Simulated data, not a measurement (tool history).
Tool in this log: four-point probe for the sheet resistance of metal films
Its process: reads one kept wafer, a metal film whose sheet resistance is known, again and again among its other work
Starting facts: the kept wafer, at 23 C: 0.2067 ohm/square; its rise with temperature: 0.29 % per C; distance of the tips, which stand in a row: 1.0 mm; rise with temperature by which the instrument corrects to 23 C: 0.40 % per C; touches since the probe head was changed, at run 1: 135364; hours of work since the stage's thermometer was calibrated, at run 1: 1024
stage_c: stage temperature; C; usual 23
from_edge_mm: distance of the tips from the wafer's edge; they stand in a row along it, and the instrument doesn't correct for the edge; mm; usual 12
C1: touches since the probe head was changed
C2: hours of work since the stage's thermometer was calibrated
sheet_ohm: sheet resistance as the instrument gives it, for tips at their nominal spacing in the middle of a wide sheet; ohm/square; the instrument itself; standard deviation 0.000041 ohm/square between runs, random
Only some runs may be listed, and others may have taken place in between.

Run 1, hour 0: usual settings; C1 135364; C2 1024. Result: sheet_ohm 0.209131 ohm/square.
Run 2, hour 82.6: usual settings; C1 138774; C2 1067. Result: sheet_ohm 0.209261 ohm/square.
Run 3, hour 150.5: usual settings; C1 141576; C2 1103. Result: sheet_ohm 0.209185 ohm/square.
Run 4, hour 228.3: usual settings; C1 144785; C2 1143. Result: sheet_ohm 0.209217 ohm/square.
Run 5, hour 322.7: usual settings but from_edge_mm 47 mm; C1 148680; C2 1193. Result: sheet_ohm 0.208558 ohm/square.
At hour 388.7: stage's thermometer calibrated.
Run 6, hour 396.7: usual settings; C1 151716; C2 4. Result: sheet_ohm 0.209544 ohm/square.
Run 7, hour 448.5: usual settings; C1 153853; C2 31. Result: sheet_ohm 0.209575 ohm/square.
Run 8, hour 514.1: usual settings but stage_c 18 C; C1 156559; C2 65. Result: sheet_ohm 0.21089 ohm/square.
Run 9, hour 557.6: usual settings but stage_c 18 C; C1 158356; C2 88. Result: sheet_ohm 0.210904 ohm/square.
Run 10, hour 609.6: usual settings but stage_c 33 C, from_edge_mm 21 mm; C1 160498; C2 115. Result: sheet_ohm 0.206856 ohm/square.
Run 11, hour 694.5: usual settings but stage_c 33 C, from_edge_mm 21 mm; C1 164002; C2 160. Result: sheet_ohm 0.206856 ohm/square.
Run 12, hour 765.6: usual settings but stage_c 30 C, from_edge_mm 43 mm; C1 166935; C2 197. Result: sheet_ohm 0.207336 ohm/square.
Run 13, hour 852.3: usual settings but stage_c 35 C, from_edge_mm 30 mm; C1 170515; C2 242. Result: sheet_ohm 0.206351 ohm/square.
Run 14, hour 903.8: usual settings but stage_c 35 C, from_edge_mm 30 mm; C1 172640; C2 269. Result: sheet_ohm 0.206334 ohm/square.

Alternative continuations, all from the tool just after run 14; predict every row:
Run A, hour 958.2: usual settings but stage_c 21 C, from_edge_mm 11 mm; C1 174884; C2 297. Result: sheet_ohm ?.
Run B, hour 958.2: usual settings but stage_c 25 C; C1 174884; C2 297. Result: sheet_ohm ?.
Run C, hour 958.2: usual settings but stage_c 29 C, from_edge_mm 9 mm; C1 174884; C2 297. Result: sheet_ohm ?.

run  sheet_ohm
  A    0.21034
  B   0.209319
  C   0.208951
What these runs would have given with no unlogged condition in the tool:
run  sheet_ohm
  A   0.208051
  B    0.20704
  C   0.206675
